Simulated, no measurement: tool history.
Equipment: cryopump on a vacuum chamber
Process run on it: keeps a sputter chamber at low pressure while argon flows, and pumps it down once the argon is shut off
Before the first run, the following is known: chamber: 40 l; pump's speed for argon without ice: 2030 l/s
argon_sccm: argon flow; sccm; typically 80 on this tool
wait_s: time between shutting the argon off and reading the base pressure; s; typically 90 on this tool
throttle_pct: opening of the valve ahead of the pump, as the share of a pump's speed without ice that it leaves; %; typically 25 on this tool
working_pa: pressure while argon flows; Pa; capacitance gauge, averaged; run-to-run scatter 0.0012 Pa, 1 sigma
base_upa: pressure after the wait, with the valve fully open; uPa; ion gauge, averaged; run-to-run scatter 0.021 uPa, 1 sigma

| run | day | argon_sccm | wait_s | throttle_pct | working_pa | base_upa |
|---|---|---|---|---|---|---|
| 1 | 0 | 80 | 90 | 25 | 0.2704 | 0.71 |
| 2 | 3.029 | 80 | 90 | 18 | 0.3765 | 0.73 |
| 3 | 7.788 | 80 | 90 | 18 | 0.3831 | 0.88 |
| 4 | 10.771 | 80 | 90 | 18 | 0.3825 | 0.4 |
| 5 | 14.358 | 80 | 90 | 18 | 0.3879 | 0.46 |
| 6 | 16.979 | 80 | 90 | 25 | 0.2864 | 0.49 |
| 7 | 20.917 | 80 | 90 | 25 | 0.2677 | 0.44 |
| 8 | 24.688 | 80 | 90 | 25 | 0.2715 | 0.47 |
| 9 | 27.188 | 80 | 90 | 25 | 0.2734 | 0.53 |
| 10 | 31.379 | 105 | 90 | 25 | 0.363 | 0.54 |
| 11 | 35.312 | 105 | 90 | 25 | 0.3673 | 0.58 |
| 12 | 39.525 | 105 | 90 | 25 | 0.373 | 0.61 |
| 13 | 44.446 | 105 | 90 | 25 | 0.3792 | 0.71 |
| 14 | 48.729 | 105 | 90 | 25 | 0.3542 | 0.63 |
| 15 | 52.317 | 80 | 90 | 25 | 0.272 | 0.63 |
| 16 | 56.279 | 80 | 90 | 25 | 0.2762 | 0.69 |
| 17 | 59.642 | 80 | 272 | 25 | 0.2784 | 0.59 |
| 18 | 62.417 | 80 | 147 | 26 | 0.2702 | 0.71 |
| 19 | 66.908 | 80 | 147 | 26 | 0.2727 | 0.77 |
| 20 | 71.617 | 80 | 126 | 25 | 0.2693 | 0.7 |
| 21 | 75.029 | 154 | 22 | 15 | 0.858 | 1.37 |
| 22 | 79.396 | 154 | 22 | 15 | 0.8733 | 1.39 |
| 23 | 83.438 | 80 | 167 | 25 | 0.2775 | 0.79 |
| 24 | 87.338 | 121 | 22 | 25 | 0.4262 | 0.94 |
| 25 | 89.6 | 80 | 35 | 20 | 0.3518 | 0.69 |
| 26 | 94.283 | 80 | 35 | 20 | 0.3561 | 0.74 |
| 27 | 97.65 | 80 | 35 | 40 | 0.1679 | 0.7 |
| 28 | 101.933 | 151 | 252 | 26 | 0.4934 | 0.37 |
| 29 | 105.546 | 48 | 90 | 42 | 0.1005 | 0.49 |
| 30 | 107.804 | 150 | 37 | 31 | 0.4189 | 0.82 |
| 31 | 111.338 | 46 | 177 | 58 | 0.0745 | 0.44 |
| 32 | 114.354 | 80 | 36 | 25 | 0.2813 | 0.84 |
| 33 | 116.429 | 80 | 36 | 25 | 0.2871 | 0.88 |

Put back what was entered between runs (6 entries, withheld): which listed runs does each sit between, and how does the hidden state differ from the listed run before to the listed run after?
Logged between run 3 and run 4: leaking fittings of the chamber tightened, without venting (day 8.883)
  pump's speed, % of a pump's without ice: 85.8 -> 82.8; cold plate's temperature, K: 12.22 -> 12.24; leak into the chamber, uPa l/s: 1121 -> 397
  what was measured, less what the result would be without the hidden state, working_pa: +0.0114 -> +0.0141 Pa; base_upa: +0.51 -> +0.09 uPa
Logged between run 6 and run 7: pump warmed up, emptied and cooled again (day 19.958)
  pump's speed, % of a pump's without ice: 76.4 -> 97.9; cold plate's temperature, K: 12.27 -> 12.29; leak into the chamber, uPa l/s: 466 -> 508
  what was measured, less what the result would be without the hidden state, working_pa: +0.021 -> +0.0018 Pa; base_upa: +0.15 -> +0.11 uPa
Logged between run 13 and run 14: pump warmed up, emptied and cooled again (day 45.062)
  pump's speed, % of a pump's without ice: 74.5 -> 96.1; cold plate's temperature, K: 12.41 -> 12.43; leak into the chamber, uPa l/s: 779 -> 829
  what was measured, less what the result would be without the hidden state, working_pa: +0.0307 -> +0.0043 Pa; base_upa: +0.37 -> +0.28 uPa
Logged between run 19 and run 20: pump warmed up, emptied and cooled again (day 70.171)
  pump's speed, % of a pump's without ice: 78.3 -> 98; cold plate's temperature, K: 12.53 -> 12.56; leak into the chamber, uPa l/s: 1032 -> 1088
  what was measured, less what the result would be without the hidden state, working_pa: +0.0193 -> +0.0021 Pa; base_upa: +0.51 -> +0.41 uPa
Logged between run 23 and run 24: leaking fittings of the chamber tightened, without venting (day 84.042)
  pump's speed, % of a pump's without ice: 87.1 -> 83.3; cold plate's temperature, K: 12.62 -> 12.64; leak into the chamber, uPa l/s: 1224 -> 362
  what was measured, less what the result would be without the hidden state, working_pa: +0.0107 -> +0.0217 Pa; base_upa: +0.55 -> +0.06 uPa
Logged between run 26 and run 27: pump warmed up, emptied and cooled again (day 95.571)
  pump's speed, % of a pump's without ice: 76.9 -> 97.5; cold plate's temperature, K: 12.67 -> 12.69; leak into the chamber, uPa l/s: 441 -> 479
  what was measured, less what the result would be without the hidden state, working_pa: +0.0212 -> +0.0027 Pa; base_upa: +0.13 -> +0.1 uPa
